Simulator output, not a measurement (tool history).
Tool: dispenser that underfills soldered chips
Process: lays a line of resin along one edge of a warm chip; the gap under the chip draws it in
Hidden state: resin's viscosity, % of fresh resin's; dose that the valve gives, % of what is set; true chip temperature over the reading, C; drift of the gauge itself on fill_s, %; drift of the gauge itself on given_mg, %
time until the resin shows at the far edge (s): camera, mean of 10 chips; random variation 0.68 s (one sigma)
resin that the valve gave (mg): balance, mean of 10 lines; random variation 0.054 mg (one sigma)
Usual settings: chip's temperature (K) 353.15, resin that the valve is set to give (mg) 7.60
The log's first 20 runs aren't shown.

run,hour,chip's temperature (K),resin that the valve is set to give (mg),hours of work since the syringe was changed,hours of work since the valve was cleaned,hours of work since the stage was calibrated,time until the resin shows at the far edge (s),resin that the valve gave (mg)
# hour 143.2: new syringe of resin
21,147.7,350.15,7.88,3,16,159,86.3,7.88
22,155.8,342.15,9.51,8,21,164,173.4,9.32
# hour 159.8: new syringe of resin
23,166.1,342.15,9.51,4,27,170,139.0,9.31
24,173.7,352.15,9.51,9,32,175,113.1,9.29
# hour 175.9: new syringe of resin
25,181.9,352.15,9.51,4,37,179,82.8,9.18
26,190.3,365.15,7.05,9,42,185,67.1,6.69
# hour 192.1: new syringe of resin
27,197.4,359.15,7.19,3,46,189,59.3,6.84
28,202.3,350.15,8.55,6,49,192,105.6,8.16
# hour 208.5: new syringe of resin
29,209.5,350.15,8.55,1,53,196,75.3,8.12
30,213.9,356.15,8.55,3,56,199,66.4,8.10
# hour 219.2: dispensing valve cleaned and set on the balance
31,224.8,359.15,9.83,9,3,205,86.5,9.82
# hour 226.3: new syringe of resin
32,233.3,355.15,8.21,4,8,210,76.9,8.17
33,240.0,346.15,8.43,8,13,214,152.0,8.28
# hour 243.0: new syringe of resin
34,246.0,346.15,8.43,2,16,218,105.8,8.42
35,253.9,353.15,9.10,7,21,223,101.7,8.90
# hour 259.5: new syringe of resin
36,259.9,353.15,9.10,0,25,226,65.1,8.89
37,268.9,353.15,9.10,6,30,232,93.8,8.91

3 ways to go on from here, each from the tool as it stands after run 37. What would each give?
A,273.2,358.15,7.90,8,33,234,?,?
B,273.2,353.15,7.99,8,33,234,?,?
C,273.2,343.15,8.26,8,33,234,?,?

run,time until the resin shows at the far edge (s),resin that the valve gave (mg)
A,89.3,7.65
B,110.7,7.67
C,182.8,8.03
Without the tool's hidden state the same runs would have given:
run,time until the resin shows at the far edge (s),resin that the valve gave (mg)
A,47.9,7.87
B,59.6,7.89
C,97.9,8.26
